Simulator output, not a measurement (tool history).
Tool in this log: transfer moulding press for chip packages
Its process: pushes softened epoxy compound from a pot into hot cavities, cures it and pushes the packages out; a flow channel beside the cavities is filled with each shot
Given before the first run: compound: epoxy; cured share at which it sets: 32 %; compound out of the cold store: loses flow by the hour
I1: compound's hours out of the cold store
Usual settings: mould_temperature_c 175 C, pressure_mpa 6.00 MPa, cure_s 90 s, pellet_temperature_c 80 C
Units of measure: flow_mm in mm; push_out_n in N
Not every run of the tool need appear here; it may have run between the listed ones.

Run 1, hour 0.0: usual settings; I1 24.6. Result: flow_mm 744 mm, push_out_n 789 N.
Run 2, hour 21.6: usual settings but pressure_mpa 4.60 MPa; I1 22.6. Result: flow_mm 671 mm, push_out_n 813 N.
At hour 43.9: cavities cleaned with cleaning compound and waxed.
Run 3, hour 74.3: usual settings but pressure_mpa 4.60 MPa, cure_s 129 s; I1 14.5. Result: flow_mm 683 mm, push_out_n 469 N.
Run 4, hour 119.6: usual settings but pressure_mpa 4.60 MPa, cure_s 129 s; I1 41.1. Result: flow_mm 609 mm, push_out_n 517 N.
At hour 133.3: cavities cleaned with cleaning compound and waxed.
Run 5, hour 165.3: usual settings but pressure_mpa 4.60 MPa, cure_s 129 s; I1 45.9. Result: flow_mm 598 mm, push_out_n 441 N.
Run 6, hour 216.9: usual settings but mould_temperature_c 172 C; I1 13.2. Result: flow_mm 785 mm, push_out_n 1137 N.
At hour 221.0: cavities cleaned with cleaning compound and waxed.
Run 7, hour 242.1: usual settings; I1 40.4. Result: flow_mm 673 mm, push_out_n 640 N.
Run 8, hour 286.2: usual settings but mould_temperature_c 174 C; I1 15.9. Result: flow_mm 757 mm, push_out_n 926 N.
At hour 307.7: plunger's sealing rings changed.
At hour 314.0: cavities cleaned with cleaning compound and waxed.
Run 9, hour 335.6: usual settings but mould_temperature_c 174 C, cure_s 121 s; I1 28.1. Result: flow_mm 778 mm, push_out_n 467 N.
Run 10, hour 379.1: usual settings but mould_temperature_c 174 C, cure_s 121 s; I1 24.5. Result: flow_mm 790 mm, push_out_n 537 N.
At hour 401.5: cavities cleaned with cleaning compound and waxed.
Run 11, hour 401.5: usual settings but mould_temperature_c 174 C, pressure_mpa 4.70 MPa, cure_s 121 s; I1 9.1. Result: flow_mm 754 mm, push_out_n 439 N.
Run 12, hour 442.3: usual settings but mould_temperature_c 174 C, pressure_mpa 4.70 MPa, cure_s 121 s; I1 9.1. Result: flow_mm 745 mm, push_out_n 504 N.
Run 13, hour 468.3: usual settings but mould_temperature_c 174 C, pressure_mpa 4.70 MPa, cure_s 121 s; I1 36.7. Result: flow_mm 647 mm, push_out_n 546 N.
At hour 492.5: cavities cleaned with cleaning compound and waxed.
Run 14, hour 515.5: usual settings but mould_temperature_c 172 C, pressure_mpa 7.42 MPa, cure_s 79 s; I1 28.8. Result: flow_mm 857 mm, push_out_n 1232 N.
Run 15, hour 544.2: usual settings but pressure_mpa 5.96 MPa, cure_s 123 s; I1 36.8. Result: flow_mm 724 mm, push_out_n 510 N.
At hour 567.4: mould's thermocouples calibrated.
At hour 583.3: cavities cleaned with cleaning compound and waxed.
Run 16, hour 597.9: usual settings but pressure_mpa 5.96 MPa, cure_s 123 s, pellet_temperature_c 74 C; I1 30.4. Result: flow_mm 741 mm, push_out_n 428 N.
Run 17, hour 620.1: usual settings but pressure_mpa 5.96 MPa, cure_s 123 s, pellet_temperature_c 74 C; I1 42.8. Result: flow_mm 702 mm, push_out_n 487 N.
Run 18, hour 659.5: usual settings but pressure_mpa 5.96 MPa, cure_s 123 s, pellet_temperature_c 74 C; I1 19.0. Result: flow_mm 780 mm, push_out_n 512 N.
At hour 670.3: cavities cleaned with cleaning compound and waxed.
Run 19, hour 688.4: usual settings but mould_temperature_c 171 C, cure_s 80 s; I1 12.5. Result: flow_mm 821 mm, push_out_n 1251 N.
Run 20, hour 727.5: usual settings but mould_temperature_c 172 C, cure_s 80 s; I1 20.1. Result: flow_mm 764 mm, push_out_n 1264 N.
At hour 758.7: cavities cleaned with cleaning compound and waxed.
Run 21, hour 758.7: usual settings but mould_temperature_c 172 C, cure_s 80 s; I1 24.0. Result: flow_mm 746 mm, push_out_n 988 N.
Run 22, hour 798.3: usual settings but mould_temperature_c 172 C, cure_s 80 s; I1 26.1. Result: flow_mm 746 mm, push_out_n 1257 N.
Run 23, hour 833.5: usual settings but mould_temperature_c 179 C, pressure_mpa 6.10 MPa, cure_s 121 s, pellet_temperature_c 83 C; I1 16.2. Result: flow_mm 741 mm, push_out_n 525 N.

Each run again, without the hidden state but with its own random variation kept:
The tool's hidden condition here consists of: true mould temperature over the reading, C; pressure that reaches the compound, % of what is set; grip of the stained cavities, % over clean ones'; drift of the gauge itself on flow_mm, %; drift of the gauge itself on push_out_n, %.
run  flow_mm  push_out_n
  1      777         625
  2      703         606
  3      722         400
  4      648         392
  5      640         378
  6      848         817
  7      730         540
  8      827         679
  9      779         406
 10      796         413
 11      762         427
 12      757         409
 13      660         418
 14      879        1022
 15      746         403
 16      771         391
 17      733         405
 18      819         386
 19      865        1111
 20      811         989
 21      795         951
 22      800        1017
 23      799         402
